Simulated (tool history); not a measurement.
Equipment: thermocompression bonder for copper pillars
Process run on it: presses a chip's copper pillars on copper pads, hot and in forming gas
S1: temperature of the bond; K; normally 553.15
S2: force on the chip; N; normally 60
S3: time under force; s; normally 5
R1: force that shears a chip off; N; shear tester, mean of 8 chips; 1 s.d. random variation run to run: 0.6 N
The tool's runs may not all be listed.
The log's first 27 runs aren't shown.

run	hour	S1	S2	S3	R1
28	276.9	553.15	44	7	25.9
29	290.2	578.15	38	11	34.1
30	300.7	550.15	60	11	39.3
31	307.3	552.15	66	3	28.1
32	314.5	552.15	66	3	28.5
33	325.5	582.15	66	3	36.9
34	336.8	558.15	60	5	33.2
35	347.8	534.15	83	6	35.2
36	359	577.15	56	5	35.8
37	368.1	583.15	56	6	42.2
38	374.7	543.15	60	7	31.4
39	385	575.15	71	4	41.8

Branching from run 39: 3 alternative next runs. What would each branch give?
A	395.8	553.15	68	13	?
B	395.8	541.15	53	5	?
C	395.8	575.15	41	3	?

run	R1
A	46.8
B	22.4
C	21.5
What these runs would have given with no unlogged condition in the tool:
run	R1
A	52.1
B	25.1
C	23.9
